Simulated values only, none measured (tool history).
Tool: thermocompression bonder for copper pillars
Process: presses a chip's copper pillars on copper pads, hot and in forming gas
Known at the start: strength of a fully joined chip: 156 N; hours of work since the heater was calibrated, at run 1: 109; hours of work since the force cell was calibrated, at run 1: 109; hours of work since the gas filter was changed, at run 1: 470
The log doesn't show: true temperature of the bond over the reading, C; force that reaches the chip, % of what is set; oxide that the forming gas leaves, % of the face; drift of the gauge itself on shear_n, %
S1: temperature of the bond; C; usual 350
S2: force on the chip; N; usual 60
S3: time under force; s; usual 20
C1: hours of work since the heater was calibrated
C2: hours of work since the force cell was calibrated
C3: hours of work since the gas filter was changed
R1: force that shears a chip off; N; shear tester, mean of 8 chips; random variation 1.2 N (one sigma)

run,hour,S1,S2,S3,C1,C2,C3,R1
1,0,350,60,20,109,109,470,99.4
2,5.8,350,60,20,113,113,473,99.1
3,16.4,350,60,20,118,118,479,100
4,22.7,350,60,20,122,122,482,98.5
5,28.8,350,60,20,125,125,486,98.5
# hour 31.3: forming gas filter changed
6,38.6,350,60,20,130,130,4,106.8
7,50.1,350,60,20,137,137,10,108.8
8,56.7,350,60,20,141,141,14,107.2
9,65.3,350,60,47,145,145,19,129
10,72.6,350,60,47,149,149,23,129.9
11,81.1,350,60,47,154,154,28,129.8
# hour 83.4: force cell calibrated
12,91.7,355,60,20,159,5,33,108.5
13,102,355,60,20,165,10,38,108.2
14,109.7,339,60,20,169,15,43,98.3
15,119.3,350,60,20,174,20,48,106.5
16,128.8,336,60,20,180,25,53,94.4
17,137.2,336,60,20,184,30,58,96.3
18,144.8,336,60,20,189,34,62,93.6
19,151.7,336,86,20,192,38,66,119.1
# hour 156.2: force cell calibrated, once more
20,160.6,344,60,20,196,2,70,104.4
21,169.5,350,64,21,201,7,75,115.1
22,177.8,326,44,10,206,12,80,52.9
23,183.3,326,44,10,209,15,83,51.4
24,194.6,326,44,36,215,21,89,83
25,201.4,355,60,25,219,25,93,115.7
26,212.6,338,63,40,225,31,99,119.8
27,219.5,324,43,12,229,35,103,52.4
28,226.6,324,43,12,233,39,107,52.5
29,237.2,374,38,22,239,45,113,94.1
30,245.8,352,72,23,244,50,117,124.2
31,253.2,336,60,22,248,54,121,96.3
32,260.6,336,41,22,252,58,126,71.7
33,271.1,321,41,22,258,64,131,62.1
34,277.9,367,60,12,262,67,135,106.1
35,286.1,365,60,12,266,72,140,103
36,291.2,365,60,12,269,75,142,103.6
37,298.4,365,60,12,273,79,146,104.6
38,304.1,365,60,12,276,82,150,103.2
39,310.8,334,45,15,280,86,153,66.1

Measured less the same run without the tool's hidden state. The same run-to-run variation is in both; the gauge's scatter may not be:
run,R1
1,-10.7
2,-10.9
3,-11.1
4,-10.9
5,-11.1
6,-1.1
7,-1.3
8,-1.2
9,-1.3
10,-1.4
11,-1.5
12,-2.2
13,-2.3
14,-2.3
15,-2.5
16,-2.5
17,-2.5
18,-2.6
19,-2.9
20,-0.7
21,-1
22,-0.2
23,-0.2
24,-0.6
25,-1.5
26,-1.7
27,-0.4
28,-0.4
29,-1.4
30,-2.3
31,-1.5
32,-0.9
33,-0.8
34,-2.2
35,-2.2
36,-2.2
37,-2.3
38,-2.3
39,-1.2

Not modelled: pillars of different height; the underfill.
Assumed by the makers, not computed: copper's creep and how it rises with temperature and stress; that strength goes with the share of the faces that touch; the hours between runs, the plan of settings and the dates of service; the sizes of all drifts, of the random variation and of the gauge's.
